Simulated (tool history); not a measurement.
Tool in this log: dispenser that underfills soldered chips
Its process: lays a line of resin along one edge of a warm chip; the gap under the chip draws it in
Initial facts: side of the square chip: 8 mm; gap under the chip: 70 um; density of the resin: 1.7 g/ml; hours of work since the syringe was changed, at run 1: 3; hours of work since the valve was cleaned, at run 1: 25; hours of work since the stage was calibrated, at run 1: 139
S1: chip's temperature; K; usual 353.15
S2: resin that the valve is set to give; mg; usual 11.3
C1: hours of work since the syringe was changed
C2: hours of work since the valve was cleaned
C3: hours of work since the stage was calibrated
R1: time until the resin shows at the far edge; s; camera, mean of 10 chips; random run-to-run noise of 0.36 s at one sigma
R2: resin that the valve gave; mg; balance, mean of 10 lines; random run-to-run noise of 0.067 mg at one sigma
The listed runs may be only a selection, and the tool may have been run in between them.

run	hour	S1	S2	C1	C2	C3	R1	R2
1	0	353.15	11.3	3	25	139	24.1	11.15
# hour 3.6: new syringe of resin
2	7.6	355.15	11.3	3	30	144	21.5	11.11
# hour 12.4: new syringe of resin
3	13.7	346.15	11.3	1	34	148	27.8	11.12
4	17.8	346.15	11.3	3	36	150	33.7	11.11
# hour 21.5: new syringe of resin
5	23.6	346.15	11.3	1	40	154	28.5	11.02
6	28.4	346.15	11.3	4	43	157	35.4	11.02
# hour 30.6: new syringe of resin
7	34.2	346.15	11.3	2	46	160	31.2	11.01
# hour 39.3: new syringe of resin
8	40.2	353.15	14.1	1	50	164	19.4	13.63
9	46.2	353.15	14.1	4	53	167	26.1	13.67
# hour 48.3: new syringe of resin
10	50.7	353.15	14.1	2	56	170	21.2	13.69
# hour 57: new syringe of resin
11	57.9	353.15	14.1	1	60	174	19.3	13.55
# hour 65.9: new syringe of resin
12	66	353.15	14.1	0	65	179	19	13.36
13	71.4	353.15	14.1	3	68	183	24.5	13.49
# hour 75: new syringe of resin
14	77.3	366.15	11.3	1	72	186	13.3	10.78
15	81.9	353.15	11.3	4	75	189	26.3	10.73
# hour 84: new syringe of resin
# hour 89.1: dispensing valve cleaned and set on the balance
16	89.1	353.15	11.3	3	0	193	23.9	11.27
# hour 93.8: new syringe of resin
17	94.2	353.15	11.3	0	3	196	20.4	11.34
18	97.9	353.15	11.3	3	5	198	23.4	11.21
# hour 103: new syringe of resin
19	105.2	361.15	11	1	10	202	16.2	10.91
# hour 111.7: new syringe of resin
20	112.7	361.15	11	1	14	207	15	10.92
21	119.8	361.15	11	5	19	211	19.9	10.83
# hour 120.4: new syringe of resin
22	126.8	361.15	11	4	23	215	18.6	10.86
# hour 129.4: new syringe of resin
23	132.4	349.15	11	2	26	219	27.2	10.8
24	135.9	350.15	12.5	4	28	221	29.8	12.18
# hour 138.1: new syringe of resin
25	141.1	350.15	12.5	2	31	224	24.7	12.19
26	145.7	344.15	11	5	34	227	39.2	10.77
# hour 146.9: new syringe of resin
27	152.8	343.15	11.3	4	38	231	38.2	11.09
# hour 155.8: new syringe of resin
28	157.1	343.15	11.3	1	41	234	30.6	11.04
29	161.6	351.15	12.7	4	44	236	26.5	12.34
# hour 164.7: new syringe of resin
30	169.3	360.15	12.6	3	48	241	18.4	12.18
# hour 173.8: new syringe of resin
31	174.1	360.15	12.6	0	51	244	14.5	12.18
32	180.5	360.15	12.6	4	55	248	20.4	12.09
# hour 182.9: new syringe of resin
33	186.4	349.15	11.3	2	59	251	26.6	10.89
34	189.6	353.15	13.6	4	61	253	26.1	13.01
# hour 191.6: new syringe of resin
35	197.3	345.15	14.3	4	65	258	34.7	13.78

How would selected steps in R1 from run to run divide? Give the signed amount a tool lacking its hidden state would still show from settings, what came in and random variation, and the signed amount left for the hidden state, including any gauge scatter that is not in both of the compared results.
Unlogged tool condition in this case: resin's viscosity, % of fresh resin's; dose that the valve gives, % of what is set; true chip temperature over the reading, C; drift of the gauge itself on fill_s, %; drift of the gauge itself on given_mg, %.
Run 5 -> 6: no setting touched and nothing written in the log between the runs. R1 +6.9 s: hidden state +6.8, all else +0.1.
Run 7 -> 8: S1 346.15 -> 353.15, S2 11.3 -> 14.1, new syringe of resin. R1 -11.8 s: hidden state -4.2, all else -7.6.
Run 14 -> 15: S1 366.15 -> 353.15. R1 +13 s: hidden state +5.7, all else +7.3.
Run 25 -> 26: S1 350.15 -> 344.15, S2 12.5 -> 11. R1 +14.5 s: hidden state +8, all else +6.5.
Run 27 -> 28: new syringe of resin. R1 -7.6 s: hidden state -7, all else -0.6.
